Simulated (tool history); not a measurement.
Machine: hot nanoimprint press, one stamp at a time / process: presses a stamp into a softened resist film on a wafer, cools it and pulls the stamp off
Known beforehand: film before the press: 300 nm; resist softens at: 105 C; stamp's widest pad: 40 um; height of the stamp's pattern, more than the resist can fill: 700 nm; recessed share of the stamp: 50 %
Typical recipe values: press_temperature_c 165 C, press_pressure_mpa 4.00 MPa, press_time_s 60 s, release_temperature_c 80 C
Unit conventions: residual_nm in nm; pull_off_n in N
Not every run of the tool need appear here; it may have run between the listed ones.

run 1 day=0.000 | press_temperature_c=165 press_pressure_mpa=4.00 press_time_s=60 release_temperature_c=80 | residual_nm=136.8 pull_off_n=193
run 2 day=2.350 | press_temperature_c=165 press_pressure_mpa=4.00 press_time_s=60 release_temperature_c=80 | residual_nm=134.1 pull_off_n=152
run 3 day=5.158 | press_temperature_c=161 press_pressure_mpa=4.00 press_time_s=60 release_temperature_c=80 | residual_nm=153.5 pull_off_n=164
run 4 day=7.625 | press_temperature_c=165 press_pressure_mpa=4.27 press_time_s=60 release_temperature_c=80 | residual_nm=130.0 pull_off_n=167
run 5 day=10.579 | press_temperature_c=165 press_pressure_mpa=4.00 press_time_s=69 release_temperature_c=80 | residual_nm=127.0 pull_off_n=173
run 6 day=12.208 | press_temperature_c=165 press_pressure_mpa=2.60 press_time_s=60 release_temperature_c=80 | residual_nm=159.3 pull_off_n=166
run 7 day=15.067 | press_temperature_c=165 press_pressure_mpa=2.60 press_time_s=60 release_temperature_c=80 | residual_nm=159.8 pull_off_n=182
run 8 day=17.333 | press_temperature_c=165 press_pressure_mpa=4.00 press_time_s=60 release_temperature_c=80 | residual_nm=138.3 pull_off_n=183
run 9 day=20.604 | press_temperature_c=165 press_pressure_mpa=4.00 press_time_s=60 release_temperature_c=80 | residual_nm=137.2 pull_off_n=149
run 10 day=22.700 | press_temperature_c=165 press_pressure_mpa=4.00 press_time_s=60 release_temperature_c=80 | residual_nm=135.6 pull_off_n=158
run 11 day=24.117 | press_temperature_c=165 press_pressure_mpa=4.00 press_time_s=70 release_temperature_c=80 | residual_nm=127.8 pull_off_n=162
run 12 day=27.075 | press_temperature_c=165 press_pressure_mpa=4.00 press_time_s=60 release_temperature_c=80 | residual_nm=135.6 pull_off_n=172
run 13 day=30.379 | press_temperature_c=165 press_pressure_mpa=4.00 press_time_s=60 release_temperature_c=80 | residual_nm=134.1 pull_off_n=175
run 14 day=32.604 | press_temperature_c=171 press_pressure_mpa=4.00 press_time_s=60 release_temperature_c=80 | residual_nm=109.8 pull_off_n=181
run 15 day=35.592 | press_temperature_c=159 press_pressure_mpa=3.76 press_time_s=60 release_temperature_c=79 | residual_nm=161.2 pull_off_n=194
run 16 day=37.692 | press_temperature_c=165 press_pressure_mpa=3.28 press_time_s=60 release_temperature_c=80 | residual_nm=149.3 pull_off_n=154
run 17 day=40.529 | press_temperature_c=165 press_pressure_mpa=3.28 press_time_s=60 release_temperature_c=80 | residual_nm=147.2 pull_off_n=156
run 18 day=42.750 | press_temperature_c=165 press_pressure_mpa=3.28 press_time_s=60 release_temperature_c=83 | residual_nm=147.2 pull_off_n=147
run 19 day=44.246 | press_temperature_c=165 press_pressure_mpa=3.28 press_time_s=60 release_temperature_c=83 | residual_nm=147.6 pull_off_n=152

Removed from this log: 6 entries logged between the listed runs. Between which two listed runs does each belong, and how does the tool's hidden state at the listed run before it compare with that at the listed run after it?
Runs 1 to 2: stamp cleaned and given a new release coat (day 0.621)
  true temperature over the reading, C: 0.26 -> 0.41; pressure that arrives at the usual setting, %: 97.18 -> 97.03; grip of the stamp's worn release coat, % over a new coat's: 26.5 -> 2.5
  difference, measured minus the result without the unlogged condition, residual_nm: +0.6 -> +0.1 nm; pull_off_n: +39 -> +2 N
Runs 7 to 8: plate thermocouple calibrated (day 16.075)
  true temperature over the reading, C: 1.38 -> 0.07; pressure that arrives at the usual setting, %: 96.07 -> 95.91; grip of the stamp's worn release coat, % over a new coat's: 21.8 -> 25.2
  difference, measured minus the result without the unlogged condition, residual_nm: -4.8 -> +2.4 nm; pull_off_n: +28 -> +37 N
Runs 8 to 9: stamp cleaned and given a new release coat (day 18.950)
  true temperature over the reading, C: 0.07 -> 0.3; pressure that arrives at the usual setting, %: 95.91 -> 95.68; grip of the stamp's worn release coat, % over a new coat's: 25.2 -> 2.4
  difference, measured minus the result without the unlogged condition, residual_nm: +2.4 -> +1.5 nm; pull_off_n: +37 -> +2 N
Runs 14 to 15: press's hydraulic seals changed and the load cell set to zero (day 33.496)
  true temperature over the reading, C: 1.24 -> 1.45; pressure that arrives at the usual setting, %: 94.75 -> 99.55; grip of the stamp's worn release coat, % over a new coat's: 20.6 -> 24.8
  difference, measured minus the result without the unlogged condition, residual_nm: -1.4 -> -7.3 nm; pull_off_n: +27 -> +33 N
Runs 15 to 16: plate thermocouple calibrated (day 35.996); stamp cleaned and given a new release coat (day 37.488)
  true temperature over the reading, C: 1.45 -> -0.02; pressure that arrives at the usual setting, %: 99.55 -> 99.42; grip of the stamp's worn release coat, % over a new coat's: 24.8 -> 0.3
  difference, measured minus the result without the unlogged condition, residual_nm: -7.3 -> +0.4 nm; pull_off_n: +33 -> +1 N

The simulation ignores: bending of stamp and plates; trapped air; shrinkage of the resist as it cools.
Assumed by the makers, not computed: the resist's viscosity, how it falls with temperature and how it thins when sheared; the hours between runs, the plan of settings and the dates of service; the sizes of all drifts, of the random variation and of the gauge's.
